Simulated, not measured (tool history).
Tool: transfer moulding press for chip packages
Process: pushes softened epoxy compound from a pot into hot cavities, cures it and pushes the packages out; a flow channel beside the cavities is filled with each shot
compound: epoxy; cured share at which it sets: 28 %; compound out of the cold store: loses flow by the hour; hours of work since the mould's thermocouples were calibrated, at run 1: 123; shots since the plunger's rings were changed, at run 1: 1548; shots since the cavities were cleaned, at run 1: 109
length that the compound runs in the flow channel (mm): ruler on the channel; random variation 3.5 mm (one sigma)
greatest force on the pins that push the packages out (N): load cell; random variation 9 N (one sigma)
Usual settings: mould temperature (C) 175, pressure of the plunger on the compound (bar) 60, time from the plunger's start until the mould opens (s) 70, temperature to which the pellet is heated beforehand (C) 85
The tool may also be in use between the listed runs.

run,hour,mould temperature (C),pressure of the plunger on the compound (bar),time from the plunger's start until the mould opens (s),temperature to which the pellet is heated beforehand (C),hours of work since the mould's thermocouples were calibrated,shots since the plunger's rings were changed,shots since the cavities were cleaned,incoming compound's hours out of the cold store,length that the compound runs in the flow channel (mm),greatest force on the pins that push the packages out (N)
1,0,175,60,70,85,123,1548,109,39.1,867,434
2,10.3,175,60,70,85,127,1644,205,47.7,817,456
3,18.4,175,60,70,85,131,1720,281,27.5,928,508
4,32.2,175,60,70,85,137,1849,410,44.2,831,527
5,45.9,175,60,70,85,143,1978,539,24.8,944,578
6,56.4,175,60,70,85,148,2076,637,16.1,993,631
7,65,175,60,70,85,152,2157,718,45,825,553
8,76.3,175,60,70,95,157,2262,823,35,884,607
9,84.5,175,60,55,85,160,2340,901,39.7,860,1108
# hour 95.1: cavities cleaned with cleaning compound and waxed
10,98.9,175,60,70,85,166,2460,35,32.1,899,413
11,109.4,175,60,70,85,171,2559,134,16.9,982,475
12,120.6,175,60,70,85,176,2663,238,47.9,811,466
13,132.9,175,60,105,85,181,2779,354,35.1,874,345
14,139.9,175,60,105,85,184,2844,419,21.2,959,367
15,152.4,175,60,105,85,190,2962,537,10.2,1024,393
# hour 155.1: mould's thermocouples calibrated
16,160.8,173,60,66,85,3,3022,597,16.5,992,864
17,175.4,177,60,95,85,9,3159,734,18,959,405
18,188.6,172,52.7,96,79,15,3283,858,40.9,802,460
19,201.2,172,52.7,96,79,20,3400,975,20.9,907,479
# hour 203.7: cavities cleaned with cleaning compound and waxed
20,212.3,172,52.7,96,79,25,3491,81,33.4,838,325
21,221.2,172,52.7,96,79,29,3574,164,46.2,782,350
22,235.7,175,68.3,69,85,35,3709,299,8.1,1096,567
# hour 242.7: mould's thermocouples calibrated, once more
23,250.1,175,60,96,85,3,3826,416,16.4,967,377
24,256.1,169,54.1,61,77,6,3882,472,15.8,962,1337
25,266.5,175,60,86,85,11,3979,569,36.2,862,407
26,280.1,169,60,60,89,17,4108,698,22.5,969,1358
27,288.8,175,60,70,84,20,4189,779,33.9,872,590
28,297.9,178,60,70,83,25,4274,864,30.6,877,523

Forecast each of these 3 alternatives for the next run:
A,303.8,175,56.2,52,85,27,4329,919,9.6,?,?
B,303.8,178,56.7,89,85,27,4329,919,13.6,?,?
C,303.8,178,56.1,60,86,27,4329,919,13.7,?,?

run,length that the compound runs in the flow channel (mm),greatest force on the pins that push the packages out (N)
A,975,1454
B,943,445
C,933,780
Without the tool's hidden state the same runs would have given:
run,length that the compound runs in the flow channel (mm),greatest force on the pins that push the packages out (N)
A,1014,913
B,981,281
C,971,489
